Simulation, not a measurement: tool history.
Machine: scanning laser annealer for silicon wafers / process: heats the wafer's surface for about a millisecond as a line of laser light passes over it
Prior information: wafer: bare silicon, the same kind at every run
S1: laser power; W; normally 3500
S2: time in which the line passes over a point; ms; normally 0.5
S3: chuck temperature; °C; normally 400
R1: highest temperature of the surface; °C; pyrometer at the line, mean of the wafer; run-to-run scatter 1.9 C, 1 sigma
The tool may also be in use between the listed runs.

run	hour	S1	S2	S3	R1
1	0	3500	0.5	400	1153
2	17.3	3500	0.5	400	1158
3	36.7	3500	0.5	400	1159
4	54.1	3500	0.5	400	1161
5	71.7	3500	0.5	400	1154
6	89.5	3500	0.5	400	1156
7	103.1	3500	0.5	400	1160
8	121.2	3424	0.5	400	1135
9	140.8	3424	0.5	400	1134
10	156.2	3424	0.5	400	1136
11	175.5	3500	0.392	400	1063
12	188	3500	0.547	400	1195
13	208.3	3500	0.547	400	1197
14	223.3	3500	0.5	400	1156
15	240.5	3500	0.5	400	1159
16	264.2	3500	0.5	399	1158
17	283.3	3500	0.5	400	1154
18	296.4	3500	0.5	400	1156
19	316.1	3500	0.5	400	1159
20	332.7	3500	0.5	400	1163
21	348.2	3500	0.5	400	1155
22	356.6	3327	0.372	369	977
23	368.9	3199	0.405	400	999
24	383.4	3548	0.463	400	1137
25	399.7	3548	0.465	400	1140
26	418.5	3548	0.406	386	1077
27	427.2	3435	0.364	402	1025
28	439	3455	0.364	392	1023
29	458.2	3455	0.364	392	1020
30	471.3	3411	0.368	422	1042
31	489.5	3448	0.466	408	1124
32	505.7	3471	0.591	413	1236
33	522.5	3028	0.591	413	1102
34	532.2	3028	0.591	413	1103
35	542.8	3028	0.591	413	1101
36	552	3783	0.457	413	1208
37	561.1	3662	0.5	400	1204
38	573.5	3674	0.355	400	1070
39	587	3674	0.355	400	1069
40	595.7	3507	0.458	369	1095
41	611.3	3507	0.458	369	1092

Put back what was entered between runs (1 entry, withheld): which listed runs does each sit between, and how does the hidden state differ from the listed run before to the listed run after?
Between runs 15 and 16: optics aligned, line set to its width (hour 260.7)
  width of the line over the set one, %: 0.03 -> 0
